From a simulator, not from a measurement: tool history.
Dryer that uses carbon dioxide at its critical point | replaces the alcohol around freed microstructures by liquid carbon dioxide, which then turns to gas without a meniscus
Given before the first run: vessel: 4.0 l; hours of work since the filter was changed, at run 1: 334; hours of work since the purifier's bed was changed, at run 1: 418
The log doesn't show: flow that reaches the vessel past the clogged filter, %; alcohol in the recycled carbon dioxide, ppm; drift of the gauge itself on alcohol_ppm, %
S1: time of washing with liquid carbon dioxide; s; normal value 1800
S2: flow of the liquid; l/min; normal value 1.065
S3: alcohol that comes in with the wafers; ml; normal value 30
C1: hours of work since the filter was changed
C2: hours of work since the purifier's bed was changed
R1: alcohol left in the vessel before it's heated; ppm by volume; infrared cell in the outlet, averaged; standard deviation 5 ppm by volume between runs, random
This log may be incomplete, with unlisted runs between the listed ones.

| run | hour | S1 | S2 | S3 | C1 | C2 | R1 |
|---|---|---|---|---|---|---|---|
| 1 | 0.0 | 1800 | 1.065 | 30 | 334 | 418 | 78 |
| 2 | 15.6 | 1800 | 1.065 | 30 | 344 | 428 | 79 |
| 3 | 28.1 | 1800 | 1.065 | 30 | 353 | 436 | 74 |
| 4 | 36.9 | 1800 | 1.065 | 30 | 359 | 442 | 84 |
| 5 | 46.5 | 1140 | 1.065 | 30 | 365 | 449 | 168 |
| 6 | 67.6 | 1140 | 1.065 | 30 | 379 | 463 | 170 |
| 7 | 85.1 | 1800 | 1.065 | 30 | 391 | 475 | 76 |
| 8 | 99.6 | 1800 | 1.065 | 30 | 400 | 484 | 87 |
| 9 | 113.4 | 1800 | 1.065 | 22 | 410 | 493 | 81 |
| 10 | 131.8 | 1800 | 1.065 | 22 | 422 | 506 | 87 |
| 11 | 146.3 | 1800 | 1.065 | 22 | 432 | 515 | 84 |
| 12 | 160.5 | 1800 | 1.065 | 22 | 441 | 525 | 89 |
| 13 | 171.0 | 1800 | 1.065 | 107 | 448 | 532 | 114 |
| 14 | 180.3 | 1800 | 1.065 | 107 | 454 | 538 | 113 |
| 15 | 195.3 | 1800 | 1.065 | 30 | 464 | 548 | 90 |
|  | 212.9 | inlet filter changed |
| 16 | 217.3 | 1800 | 1.065 | 30 | 3 | 562 | 96 |
| 17 | 230.3 | 1800 | 1.065 | 30 | 12 | 571 | 93 |
| 18 | 241.8 | 1800 | 1.065 | 30 | 19 | 579 | 95 |
| 19 | 253.9 | 1800 | 0.990 | 30 | 27 | 587 | 98 |
| 20 | 274.5 | 1800 | 0.970 | 28 | 41 | 600 | 101 |
| 21 | 291.9 | 2820 | 1.560 | 22 | 53 | 612 | 79 |
| 22 | 302.7 | 2820 | 1.560 | 22 | 60 | 619 | 101 |
| 23 | 323.9 | 2460 | 1.560 | 21 | 74 | 634 | 104 |
| 24 | 337.7 | 2460 | 1.560 | 21 | 83 | 643 | 97 |
| 25 | 352.6 | 2460 | 1.560 | 21 | 93 | 653 | 104 |
| 26 | 370.4 | 2520 | 0.810 | 30 | 105 | 665 | 96 |
| 27 | 389.0 | 1800 | 0.720 | 21 | 118 | 677 | 136 |
| 28 | 404.2 | 2760 | 1.260 | 21 | 128 | 687 | 107 |
| 29 | 424.8 | 2040 | 0.740 | 26 | 142 | 701 | 123 |
| 30 | 436.5 | 2040 | 0.740 | 26 | 149 | 709 | 129 |
| 31 | 451.1 | 1920 | 1.410 | 53 | 159 | 719 | 106 |
| 32 | 462.8 | 1920 | 1.410 | 53 | 167 | 726 | 114 |
| 33 | 476.1 | 1920 | 0.770 | 33 | 176 | 735 | 150 |
| 34 | 489.0 | 1560 | 0.910 | 80 | 185 | 744 | 196 |
| 35 | 500.2 | 1140 | 1.510 | 30 | 192 | 751 | 117 |
| 36 | 510.7 | 2700 | 1.065 | 30 | 199 | 758 | 128 |
| 37 | 524.4 | 1140 | 0.790 | 53 | 208 | 768 | 567 |

Each row is a separate what-if for the run after 37, all from the same tool condition, not one after another. Results?
| A | 541.7 | 1860 | 1.065 | 30 | 220 | 779 | ? |
| B | 541.7 | 1380 | 0.670 | 32 | 220 | 779 | ? |
| C | 541.7 | 1560 | 1.065 | 30 | 220 | 779 | ? |
| D | 541.7 | 1800 | 1.000 | 30 | 220 | 779 | ? |
| E | 541.7 | 1800 | 1.065 | 86 | 220 | 779 | ? |

| run | R1 |
|---|---|
| A | 126 |
| B | 375 |
| C | 124 |
| D | 126 |
| E | 140 |
Take away the tool's hidden state, keep each run's random variation, and the runs would have read:
| run | R1 |
|---|---|
| A | 9 |
| B | 198 |
| C | 7 |
| D | 9 |
| E | 19 |
